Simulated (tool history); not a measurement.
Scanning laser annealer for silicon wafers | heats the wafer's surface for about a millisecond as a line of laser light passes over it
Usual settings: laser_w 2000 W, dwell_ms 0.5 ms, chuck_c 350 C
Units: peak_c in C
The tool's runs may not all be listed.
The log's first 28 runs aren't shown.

| run | hour | laser_w | dwell_ms | chuck_c | hours of work since the window was cleaned | hours of work since the power meter was calibrated | hours of work since the optics were aligned | peak_c |
|---|---|---|---|---|---|---|---|---|
| 29 | 1874.4 | 2000 | 0.497 | 359 | 212 | 846 | 215 | 1194 |
| 30 | 1960.8 | 2000 | 0.497 | 359 | 247 | 881 | 249 | 1189 |
| 31 | 2003 | 2127 | 0.356 | 355 | 264 | 898 | 266 | 1082 |
| 32 | 2081 | 2127 | 0.356 | 355 | 295 | 929 | 297 | 1081 |
| 33 | 2174.7 | 2170 | 0.356 | 315 | 333 | 967 | 335 | 1052 |
| 34 | 2253.5 | 2170 | 0.356 | 319 | 364 | 998 | 367 | 1059 |
| 35 | 2295.9 | 2000 | 0.5 | 381 | 381 | 1015 | 384 | 1209 |
| 36 | 2393.5 | 2000 | 0.5 | 373 | 421 | 1054 | 423 | 1203 |
| 37 | 2441.8 | 2030 | 0.612 | 358 | 440 | 1074 | 442 | 1305 |
| 38 | 2529.7 | 2030 | 0.612 | 358 | 475 | 1109 | 477 | 1306 |
| 39 | 2589.6 | 2009 | 0.612 | 358 | 499 | 1133 | 501 | 1294 |
| 40 | 2635.6 | 2009 | 0.612 | 358 | 518 | 1151 | 520 | 1290 |

Forecast each of these 3 alternatives for the next run:
| A | 2710.2 | 2023 | 0.394 | 347 | 547 | 1181 | 550 | ? |
| B | 2710.2 | 1737 | 0.427 | 350 | 547 | 1181 | 550 | ? |
| C | 2710.2 | 2051 | 0.483 | 348 | 547 | 1181 | 550 | ? |

| run | peak_c |
|---|---|
| A | 1073 |
| B | 1012 |
| C | 1179 |
Without the tool's hidden state the same runs would have given:
| run | peak_c |
|---|---|
| A | 1088 |
| B | 1025 |
| C | 1196 |
